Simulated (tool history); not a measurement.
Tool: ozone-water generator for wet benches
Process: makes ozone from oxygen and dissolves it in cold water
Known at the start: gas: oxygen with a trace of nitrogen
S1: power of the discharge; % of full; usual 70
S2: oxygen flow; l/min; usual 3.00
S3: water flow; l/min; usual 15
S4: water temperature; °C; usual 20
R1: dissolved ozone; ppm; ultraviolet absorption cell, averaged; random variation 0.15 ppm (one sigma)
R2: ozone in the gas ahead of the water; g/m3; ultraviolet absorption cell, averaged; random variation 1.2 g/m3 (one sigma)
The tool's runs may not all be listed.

| run | hour | S1 | S2 | S3 | S4 | R1 | R2 |
|---|---|---|---|---|---|---|---|
| 1 | 0.0 | 70 | 3.00 | 15 | 20 | 18.0 | 212.9 |
| 2 | 95.4 | 70 | 3.00 | 15 | 20 | 18.1 | 211.9 |
| 3 | 231.6 | 70 | 4.21 | 15 | 20 | 17.2 | 167.9 |
| 4 | 326.5 | 70 | 3.00 | 15 | 20 | 17.9 | 209.6 |
| 5 | 458.3 | 70 | 3.00 | 15 | 20 | 17.9 | 211.7 |
| 6 | 520.5 | 70 | 3.00 | 15 | 20 | 17.7 | 211.5 |
| 7 | 597.0 | 70 | 3.00 | 15 | 20 | 17.8 | 210.0 |
| 8 | 673.0 | 70 | 3.00 | 15 | 20 | 18.0 | 209.5 |
| 9 | 755.7 | 70 | 3.00 | 15 | 20 | 17.7 | 208.4 |
|  | 765.8 | contactor cleaned |
| 10 | 820.5 | 70 | 3.00 | 21 | 20 | 13.3 | 209.3 |
| 11 | 925.4 | 70 | 3.00 | 21 | 20 | 13.2 | 208.1 |
| 12 | 1028.1 | 70 | 3.00 | 15 | 20 | 17.4 | 209.5 |
| 13 | 1151.4 | 70 | 2.19 | 15 | 20 | 17.7 | 261.0 |
|  | 1164.3 | contactor cleaned, once more |
| 14 | 1273.1 | 70 | 2.19 | 15 | 20 | 19.0 | 260.6 |
| 15 | 1355.1 | 70 | 2.19 | 15 | 20 | 19.1 | 258.7 |
| 16 | 1491.4 | 70 | 3.33 | 15 | 20 | 18.2 | 192.0 |
| 17 | 1582.9 | 70 | 4.81 | 9 | 16 | 24.5 | 148.9 |
| 18 | 1664.7 | 70 | 1.76 | 23 | 20 | 12.5 | 303.9 |
| 19 | 1798.5 | 70 | 2.33 | 16 | 20 | 17.6 | 246.9 |
| 20 | 1927.6 | 83 | 5.16 | 11 | 17 | 22.9 | 154.2 |
| 21 | 2003.4 | 83 | 2.55 | 15 | 21 | 20.0 | 253.0 |
| 22 | 2082.8 | 56 | 1.59 | 15 | 21 | 16.2 | 279.5 |
| 23 | 2177.4 | 56 | 1.59 | 15 | 21 | 16.2 | 284.1 |
| 24 | 2269.7 | 56 | 1.59 | 15 | 21 | 16.3 | 282.3 |
| 25 | 2381.3 | 40 | 3.75 | 11 | 17 | 16.7 | 129.6 |
| 26 | 2449.2 | 80 | 3.00 | 20 | 16 | 16.1 | 217.5 |
| 27 | 2512.2 | 70 | 2.95 | 13 | 12 | 22.2 | 205.7 |
| 28 | 2571.4 | 70 | 2.95 | 13 | 12 | 22.0 | 206.1 |
| 29 | 2684.5 | 70 | 2.95 | 13 | 12 | 22.0 | 207.7 |
| 30 | 2770.7 | 70 | 3.64 | 23 | 26 | 11.8 | 179.3 |
| 31 | 2860.7 | 44 | 5.18 | 21 | 25 | 9.6 | 108.6 |
| 32 | 2987.0 | 83 | 3.00 | 15 | 20 | 19.9 | 222.6 |

Measured less the same run without the tool's hidden state. The same run-to-run variation is in both; the gauge's scatter may not be:
The hidden state here: yield of the discharge, % of new electrodes'; contactor's efficiency, % of a clean one's; true water temperature over the reading, C; drift of the gauge itself on ozone_ppm, %; drift of the gauge itself on gas_g_m3, %.
| run | R1 | R2 |
|---|---|---|
| 1 | -1.6 | -8.3 |
| 2 | -1.6 | -8.6 |
| 3 | -1.7 | -7.1 |
| 4 | -1.7 | -9.2 |
| 5 | -1.8 | -9.6 |
| 6 | -1.8 | -9.9 |
| 7 | -1.9 | -10.1 |
| 8 | -1.9 | -10.3 |
| 9 | -1.9 | -10.5 |
| 10 | -1.8 | -10.7 |
| 11 | -1.7 | -11.1 |
| 12 | -2.2 | -11.4 |
| 13 | -2.4 | -14.8 |
| 14 | -1.1 | -15.2 |
| 15 | -1.2 | -15.4 |
| 16 | -1.3 | -11.9 |
| 17 | -1.7 | -9.4 |
| 18 | -0.9 | -19.6 |
| 19 | -1.3 | -16.4 |
| 20 | -2.0 | -11.7 |
| 21 | -1.7 | -19.5 |
| 22 | -1.2 | -17.5 |
| 23 | -1.2 | -18.1 |
| 24 | -1.2 | -18.3 |
| 25 | -1.1 | -6.8 |
| 26 | -1.6 | -18.1 |
| 27 | -2.0 | -16.1 |
| 28 | -2.1 | -16.4 |
| 29 | -2.1 | -16.9 |
| 30 | -1.2 | -14.8 |
| 31 | -0.7 | -6.7 |
| 32 | -2.2 | -21.2 |

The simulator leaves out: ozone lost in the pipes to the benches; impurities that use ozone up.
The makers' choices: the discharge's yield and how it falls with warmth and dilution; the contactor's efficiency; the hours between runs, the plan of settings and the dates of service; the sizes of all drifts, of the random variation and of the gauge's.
